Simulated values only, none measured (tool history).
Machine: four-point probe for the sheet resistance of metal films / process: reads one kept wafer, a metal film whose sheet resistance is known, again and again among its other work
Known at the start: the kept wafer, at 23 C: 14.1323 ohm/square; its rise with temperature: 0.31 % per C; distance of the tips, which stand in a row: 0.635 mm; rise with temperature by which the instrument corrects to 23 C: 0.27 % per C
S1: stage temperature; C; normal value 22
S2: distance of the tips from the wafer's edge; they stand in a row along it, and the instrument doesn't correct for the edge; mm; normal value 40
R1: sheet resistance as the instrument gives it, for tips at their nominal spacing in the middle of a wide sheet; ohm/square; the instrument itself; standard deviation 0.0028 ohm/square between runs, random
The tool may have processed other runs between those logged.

{"run": 1, "hour": 0.0, "S1": 22, "S2": 40, "R1": 14.145971}
{"run": 2, "hour": 74.1, "S1": 22, "S2": 40, "R1": 14.152815}
{"run": 3, "hour": 132.3, "S1": 22, "S2": 40, "R1": 14.155347}
{"run": 4, "hour": 233.6, "S1": 22, "S2": 40, "R1": 14.152954}
{"run": 5, "hour": 319.8, "S1": 22, "S2": 40, "R1": 14.161585}
{"run": 6, "hour": 407.5, "S1": 22, "S2": 40, "R1": 14.165575}
{"run": 7, "hour": 470.1, "S1": 22, "S2": 40, "R1": 14.167109}
{"run": 8, "hour": 564.6, "S1": 22, "S2": 40, "R1": 14.171136}
{"run": 9, "hour": 669.5, "S1": 22, "S2": 40, "R1": 14.175529}
{"run": 10, "hour": 749.9, "S1": 22, "S2": 40, "R1": 14.169104}
{"run": 11, "hour": 851.6, "S1": 22, "S2": 40, "R1": 14.180808}
{"hour": 860.8, "done": "stage's thermometer calibrated"}
{"run": 12, "hour": 939.1, "S1": 24, "S2": 40, "R1": 14.187862}
{"run": 13, "hour": 1004.8, "S1": 24, "S2": 40, "R1": 14.193681}
{"run": 14, "hour": 1068.9, "S1": 22, "S2": 4, "R1": 14.365405}
{"run": 15, "hour": 1152.4, "S1": 22, "S2": 7, "R1": 14.244781}
{"run": 16, "hour": 1221.2, "S1": 22, "S2": 7, "R1": 14.249432}
{"run": 17, "hour": 1264.7, "S1": 22, "S2": 7, "R1": 14.251002}
{"run": 18, "hour": 1347.8, "S1": 22, "S2": 7, "R1": 14.255284}
{"run": 19, "hour": 1426.4, "S1": 22, "S2": 7, "R1": 14.254147}
{"run": 20, "hour": 1473.0, "S1": 29, "S2": 13, "R1": 14.256736}
{"hour": 1504.1, "done": "stage's thermometer calibrated, once more"}
{"run": 21, "hour": 1532.0, "S1": 29, "S2": 13, "R1": 14.263965}
{"run": 22, "hour": 1614.0, "S1": 29, "S2": 13, "R1": 14.269373}
{"run": 23, "hour": 1691.8, "S1": 20, "S2": 41, "R1": 14.198795}
{"run": 24, "hour": 1759.2, "S1": 27, "S2": 21, "R1": 14.25}
{"run": 25, "hour": 1843.0, "S1": 27, "S2": 21, "R1": 14.252504}
{"run": 26, "hour": 1901.0, "S1": 22, "S2": 5, "R1": 14.340524}
{"run": 27, "hour": 2003.9, "S1": 19, "S2": 52, "R1": 14.205487}

Run 28 has not been measured yet. What should we expect?
{"run": 28, "hour": 2058.9, "S1": 19, "S2": 52, "R1": "?"}

R1: 14.204797 ohm/square
With no hidden state in the tool, this same run would have given R1 14.108254 ohm/square.
